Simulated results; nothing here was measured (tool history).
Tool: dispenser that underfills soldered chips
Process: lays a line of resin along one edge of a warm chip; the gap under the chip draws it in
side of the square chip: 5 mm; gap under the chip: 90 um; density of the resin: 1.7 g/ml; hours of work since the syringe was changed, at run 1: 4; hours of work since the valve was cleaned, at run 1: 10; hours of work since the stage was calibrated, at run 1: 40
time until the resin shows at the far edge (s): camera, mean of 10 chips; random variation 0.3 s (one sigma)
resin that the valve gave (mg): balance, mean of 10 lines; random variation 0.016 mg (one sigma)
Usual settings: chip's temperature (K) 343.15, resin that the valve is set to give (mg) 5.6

run,hour,chip's temperature (K),resin that the valve is set to give (mg),hours of work since the syringe was changed,hours of work since the valve was cleaned,hours of work since the stage was calibrated,time until the resin shows at the far edge (s),resin that the valve gave (mg)
1,0,343.15,5.6,4,10,40,10.7,5.55
2,2.7,343.15,5.6,6,12,42,11,5.56
3,7.1,343.15,5.6,9,15,45,11.7,5.55
4,9.9,342.15,5.6,12,17,47,14.1,5.51
# hour 10.9: new syringe of resin
5,12.9,342.15,5.6,1,19,49,10.2,5.5
6,17.4,342.15,5.6,5,23,52,11.3,5.49
7,21.5,331.15,6.41,8,26,55,18.4,6.27
8,25.1,331.15,6.41,10,28,58,19.8,6.26
# hour 27.6: new syringe of resin
9,29,346.15,6.58,1,31,60,8.2,6.39
10,31.4,343.15,7.19,3,33,62,9.6,7.01
11,33.5,350.15,6.71,4,34,64,8.5,6.52
12,38.1,350.15,6.71,8,37,67,8.6,6.49

4 ways to go on from here, each from the tool as it stands after run 12. What would each give?
A,42.1,342.15,5.25,11,40,70,?,?
B,42.1,348.15,5.6,11,40,70,?,?
C,42.1,339.15,5.33,11,40,70,?,?
D,42.1,357.15,5.85,11,40,70,?,?

run,time until the resin shows at the far edge (s),resin that the valve gave (mg)
A,14,5.06
B,10.9,5.4
C,14.9,5.16
D,7.5,5.64
Without the tool's hidden state the same runs would have given:
run,time until the resin shows at the far edge (s),resin that the valve gave (mg)
A,10.3,5.25
B,8,5.59
C,10.9,5.35
D,5.4,5.85
